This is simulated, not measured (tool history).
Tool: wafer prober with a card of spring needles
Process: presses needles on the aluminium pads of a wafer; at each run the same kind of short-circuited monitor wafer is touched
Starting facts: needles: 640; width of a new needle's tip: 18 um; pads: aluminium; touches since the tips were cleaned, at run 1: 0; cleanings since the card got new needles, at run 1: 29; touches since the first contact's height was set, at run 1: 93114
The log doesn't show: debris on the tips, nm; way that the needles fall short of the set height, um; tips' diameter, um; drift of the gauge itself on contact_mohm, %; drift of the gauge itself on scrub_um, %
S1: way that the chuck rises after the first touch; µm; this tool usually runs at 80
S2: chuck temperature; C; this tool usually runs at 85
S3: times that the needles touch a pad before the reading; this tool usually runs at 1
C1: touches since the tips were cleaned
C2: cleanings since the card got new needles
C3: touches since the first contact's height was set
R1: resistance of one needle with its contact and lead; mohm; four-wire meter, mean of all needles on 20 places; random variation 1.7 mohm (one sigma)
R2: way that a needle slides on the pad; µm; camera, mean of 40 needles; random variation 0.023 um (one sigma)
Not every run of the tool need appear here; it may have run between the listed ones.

run 1 hour=0.0 | S1=80 S2=85 S3=1 | C1=0 C2=29 C3=93114 | R1=217 R2=18.90
-- hour=15.2 tips cleaned on abrasive film
run 2 hour=26.6 | S1=80 S2=85 S3=1 | C1=4919 C2=30 C3=104516 | R1=231 R2=18.89
-- hour=31.5 tips cleaned on abrasive film
-- hour=34.0 height of the first contact set anew
-- hour=48.6 tips cleaned on abrasive film
run 3 hour=53.3 | S1=80 S2=85 S3=1 | C1=2030 C2=32 C3=8262 | R1=224 R2=19.26
-- hour=65.1 tips cleaned on abrasive film
run 4 hour=66.8 | S1=80 S2=85 S3=1 | C1=773 C2=33 C3=14049 | R1=220 R2=19.25
-- hour=82.0 tips cleaned on abrasive film
run 5 hour=83.0 | S1=80 S2=85 S3=1 | C1=416 C2=34 C3=20955 | R1=218 R2=19.21
-- hour=98.2 tips cleaned on abrasive film
run 6 hour=109.2 | S1=80 S2=85 S3=1 | C1=4718 C2=35 C3=32195 | R1=225 R2=19.16
-- hour=114.6 tips cleaned on abrasive film
run 7 hour=120.8 | S1=80 S2=85 S3=1 | C1=2649 C2=36 C3=37158 | R1=226 R2=19.12
-- hour=131.2 tips cleaned on abrasive film
run 8 hour=138.3 | S1=81 S2=30 S3=3 | C1=3038 C2=37 C3=44653 | R1=204 R2=19.33
-- hour=146.4 tips cleaned on abrasive film
run 9 hour=157.3 | S1=81 S2=30 S3=3 | C1=4676 C2=38 C3=52778 | R1=207 R2=19.30
-- hour=161.9 tips cleaned on abrasive film
-- hour=177.2 tips cleaned on abrasive film
run 10 hour=180.1 | S1=88 S2=71 S3=3 | C1=1281 C2=40 C3=62547 | R1=211 R2=20.97
-- hour=193.6 tips cleaned on abrasive film
run 11 hour=204.9 | S1=73 S2=43 S3=1 | C1=4854 C2=41 C3=73167 | R1=225 R2=17.37
-- hour=209.5 tips cleaned on abrasive film
run 12 hour=218.5 | S1=70 S2=96 S3=1 | C1=3887 C2=42 C3=78978 | R1=241 R2=16.60
-- hour=225.6 tips cleaned on abrasive film
run 13 hour=235.4 | S1=66 S2=37 S3=2 | C1=4247 C2=43 C3=86241 | R1=221 R2=15.62
-- hour=240.7 tips cleaned on abrasive film
run 14 hour=252.4 | S1=78 S2=37 S3=2 | C1=5019 C2=44 C3=93491 | R1=211 R2=18.45

5 ways to go on from here, each from the tool as it stands after run 14. What would each give?
-- hour=256.6 tips cleaned on abrasive film
run A hour=265.0 | S1=80 S2=85 S3=2 | C1=3623 C2=45 C3=98880 | R1=? R2=?
-- hour=256.6 tips cleaned on abrasive film
run B hour=265.0 | S1=63 S2=85 S3=2 | C1=3623 C2=45 C3=98880 | R1=? R2=?
-- hour=256.6 tips cleaned on abrasive film
run C hour=265.0 | S1=80 S2=80 S3=1 | C1=3623 C2=45 C3=98880 | R1=? R2=?
-- hour=256.6 tips cleaned on abrasive film
run D hour=265.0 | S1=68 S2=85 S3=2 | C1=3623 C2=45 C3=98880 | R1=? R2=?
-- hour=256.6 tips cleaned on abrasive film
run E hour=265.0 | S1=63 S2=95 S3=1 | C1=3623 C2=45 C3=98880 | R1=? R2=?

run=A R1=220 R2=18.91
run=B R1=233 R2=14.84
run=C R1=225 R2=18.93
run=D R1=228 R2=16.04
run=E R1=246 R2=14.83
The same runs, with their run-to-run variation unchanged, on a tool lacking any hidden condition would have given:
run=A R1=208 R2=19.27
run=B R1=216 R2=15.20
run=C R1=208 R2=19.29
run=D R1=213 R2=16.40
run=E R1=219 R2=15.19

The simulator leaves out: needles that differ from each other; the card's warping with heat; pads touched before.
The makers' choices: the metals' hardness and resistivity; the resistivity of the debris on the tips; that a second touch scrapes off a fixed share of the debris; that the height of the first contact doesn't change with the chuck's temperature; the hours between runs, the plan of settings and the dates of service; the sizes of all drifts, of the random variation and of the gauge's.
